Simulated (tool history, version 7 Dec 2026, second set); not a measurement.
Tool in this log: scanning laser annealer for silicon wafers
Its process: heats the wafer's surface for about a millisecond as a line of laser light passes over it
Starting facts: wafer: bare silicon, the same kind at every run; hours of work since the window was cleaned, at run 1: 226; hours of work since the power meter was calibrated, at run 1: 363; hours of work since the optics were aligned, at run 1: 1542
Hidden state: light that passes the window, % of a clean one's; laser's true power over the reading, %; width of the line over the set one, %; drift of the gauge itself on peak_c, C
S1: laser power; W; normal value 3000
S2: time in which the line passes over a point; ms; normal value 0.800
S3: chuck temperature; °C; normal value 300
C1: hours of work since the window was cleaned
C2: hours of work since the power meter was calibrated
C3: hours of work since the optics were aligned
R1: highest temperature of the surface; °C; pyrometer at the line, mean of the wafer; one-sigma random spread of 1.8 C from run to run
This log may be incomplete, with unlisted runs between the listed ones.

run 1 day=0.000 | S1=3000 S2=0.800 S3=300 | C1=226 C2=363 C3=1542 | R1=1014
run 2 day=0.771 | S1=2958 S2=0.800 S3=300 | C1=238 C2=375 C3=1554 | R1=1006
run 3 day=1.496 | S1=3000 S2=0.800 S3=264 | C1=249 C2=386 C3=1565 | R1=980
run 4 day=2.050 | S1=3000 S2=0.800 S3=264 | C1=257 C2=395 C3=1574 | R1=977
run 5 day=2.504 | S1=3142 S2=0.800 S3=264 | C1=265 C2=402 C3=1581 | R1=1015
run 6 day=3.204 | S1=3142 S2=0.800 S3=264 | C1=275 C2=413 C3=1592 | R1=1014
run 7 day=3.996 | S1=3142 S2=0.800 S3=264 | C1=288 C2=425 C3=1604 | R1=1014
run 8 day=4.679 | S1=3142 S2=0.594 S3=264 | C1=298 C2=435 C3=1614 | R1=903
run 9 day=5.362 | S1=3142 S2=0.594 S3=264 | C1=309 C2=446 C3=1625 | R1=900
run 10 day=6.183 | S1=3142 S2=0.594 S3=264 | C1=321 C2=459 C3=1638 | R1=898
run 11 day=6.833 | S1=3142 S2=0.594 S3=264 | C1=331 C2=469 C3=1648 | R1=897
run 12 day=7.262 | S1=3142 S2=0.594 S3=264 | C1=338 C2=475 C3=1654 | R1=895
run 13 day=7.879 | S1=3142 S2=0.594 S3=264 | C1=347 C2=485 C3=1664 | R1=900
run 14 day=8.429 | S1=3142 S2=0.594 S3=264 | C1=356 C2=493 C3=1672 | R1=898
run 15 day=9.033 | S1=3142 S2=0.594 S3=264 | C1=365 C2=503 C3=1682 | R1=895
run 16 day=9.679 | S1=3142 S2=0.594 S3=264 | C1=375 C2=513 C3=1692 | R1=892
run 17 day=10.262 | S1=3142 S2=0.594 S3=264 | C1=384 C2=522 C3=1701 | R1=894
run 18 day=10.633 | S1=3142 S2=0.594 S3=264 | C1=390 C2=527 C3=1706 | R1=894
run 19 day=11.062 | S1=3142 S2=0.594 S3=264 | C1=397 C2=534 C3=1713 | R1=893
run 20 day=11.862 | S1=3000 S2=0.800 S3=338 | C1=409 C2=546 C3=1725 | R1=1044

Forecast run 21:
run 21 day=12.633 | S1=3000 S2=0.800 S3=338 | C1=421 C2=558 C3=1737 | R1=?

{"run 21": {"R1": 1041}}
Had the tool carried no hidden state, the very same run would have given R1 1074 °C.
